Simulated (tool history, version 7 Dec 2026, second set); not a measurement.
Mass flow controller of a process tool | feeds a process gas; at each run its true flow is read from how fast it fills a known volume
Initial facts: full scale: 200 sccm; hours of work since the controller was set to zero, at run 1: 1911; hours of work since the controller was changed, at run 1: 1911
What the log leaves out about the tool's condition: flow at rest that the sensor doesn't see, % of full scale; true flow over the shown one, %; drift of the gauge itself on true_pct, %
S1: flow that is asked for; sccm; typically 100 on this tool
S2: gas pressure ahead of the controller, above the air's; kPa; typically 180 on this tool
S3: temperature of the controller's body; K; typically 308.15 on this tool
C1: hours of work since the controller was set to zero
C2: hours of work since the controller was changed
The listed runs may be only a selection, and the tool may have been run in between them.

{"run": 1, "day": 0.0, "S1": 100, "S2": 180, "S3": 308.15, "C1": 1911, "C2": 1911, "true flow (%)": 99.91}
{"run": 2, "day": 2.388, "S1": 100, "S2": 180, "S3": 308.15, "C1": 1951, "C2": 1951, "true flow (%)": 100.06}
{"run": 3, "day": 5.112, "S1": 100, "S2": 180, "S3": 308.15, "C1": 1996, "C2": 1996, "true flow (%)": 100.04}
{"run": 4, "day": 7.567, "S1": 100, "S2": 180, "S3": 308.15, "C1": 2036, "C2": 2036, "true flow (%)": 100.05}
{"run": 5, "day": 9.542, "S1": 100, "S2": 180, "S3": 300.15, "C1": 2069, "C2": 2069, "true flow (%)": 99.79}
{"run": 6, "day": 11.729, "S1": 100, "S2": 180, "S3": 301.15, "C1": 2105, "C2": 2105, "true flow (%)": 99.86}
{"run": 7, "day": 14.346, "S1": 100, "S2": 180, "S3": 301.15, "C1": 2148, "C2": 2148, "true flow (%)": 99.73}
{"run": 8, "day": 17.412, "S1": 25, "S2": 180, "S3": 308.15, "C1": 2199, "C2": 2199, "true flow (%)": 103}
{"run": 9, "day": 19.479, "S1": 25, "S2": 180, "S3": 299.15, "C1": 2233, "C2": 2233, "true flow (%)": 102.7}
{"run": 10, "day": 21.392, "S1": 100, "S2": 208, "S3": 308.15, "C1": 2265, "C2": 2265, "true flow (%)": 100.12}
{"run": 11, "day": 24.062, "S1": 100, "S2": 208, "S3": 308.15, "C1": 2309, "C2": 2309, "true flow (%)": 100.18}
{"run": 12, "day": 25.379, "S1": 100, "S2": 208, "S3": 308.15, "C1": 2331, "C2": 2331, "true flow (%)": 100.21}
{"run": 13, "day": 27.642, "S1": 100, "S2": 207, "S3": 294.15, "C1": 2369, "C2": 2369, "true flow (%)": 99.95}
{"run": 14, "day": 30.15, "S1": 114, "S2": 207, "S3": 308.15, "C1": 2410, "C2": 2410, "true flow (%)": 100.24}
{"run": 15, "day": 32.083, "S1": 38, "S2": 189, "S3": 296.15, "C1": 2442, "C2": 2442, "true flow (%)": 101.43}
{"run": 16, "day": 34.012, "S1": 38, "S2": 189, "S3": 296.15, "C1": 2474, "C2": 2474, "true flow (%)": 101.45}
{"run": 17, "day": 37.071, "S1": 32, "S2": 189, "S3": 308.15, "C1": 2525, "C2": 2525, "true flow (%)": 102.42}
{"run": 18, "day": 39.933, "S1": 32, "S2": 189, "S3": 308.15, "C1": 2572, "C2": 2572, "true flow (%)": 102.58}
{"run": 19, "day": 42.25, "S1": 32, "S2": 189, "S3": 308.15, "C1": 2610, "C2": 2610, "true flow (%)": 102.6}
{"run": 20, "day": 45.067, "S1": 21, "S2": 178, "S3": 300.15, "C1": 2657, "C2": 2657, "true flow (%)": 104.5}
{"run": 21, "day": 48.192, "S1": 100, "S2": 279, "S3": 303.15, "C1": 2709, "C2": 2709, "true flow (%)": 100.69}

Here are 5 independent what-if runs from the current tool condition. What would each one return?
{"run": "A", "day": 49.671, "S1": 103, "S2": 172, "S3": 302.15, "C1": 2733, "C2": 2733, "true flow (%)": "?"}
{"run": "B", "day": 49.671, "S1": 23, "S2": 176, "S3": 303.15, "C1": 2733, "C2": 2733, "true flow (%)": "?"}
{"run": "C", "day": 49.671, "S1": 104, "S2": 180, "S3": 305.15, "C1": 2733, "C2": 2733, "true flow (%)": "?"}
{"run": "D", "day": 49.671, "S1": 61, "S2": 197, "S3": 303.15, "C1": 2733, "C2": 2733, "true flow (%)": "?"}
{"run": "E", "day": 49.671, "S1": 100, "S2": 279, "S3": 301.15, "C1": 2733, "C2": 2733, "true flow (%)": "?"}

run=A true_flow_(%)=99.93
run=B true_flow_(%)=104.15
run=C true_flow_(%)=99.98
run=D true_flow_(%)=100.77
run=E true_flow_(%)=100.45
Without the tool's unlogged condition, the same runs would have read:
run=A true_flow_(%)=99.18
run=B true_flow_(%)=98.56
run=C true_flow_(%)=99.24
run=D true_flow_(%)=99.06
run=E true_flow_(%)=99.66
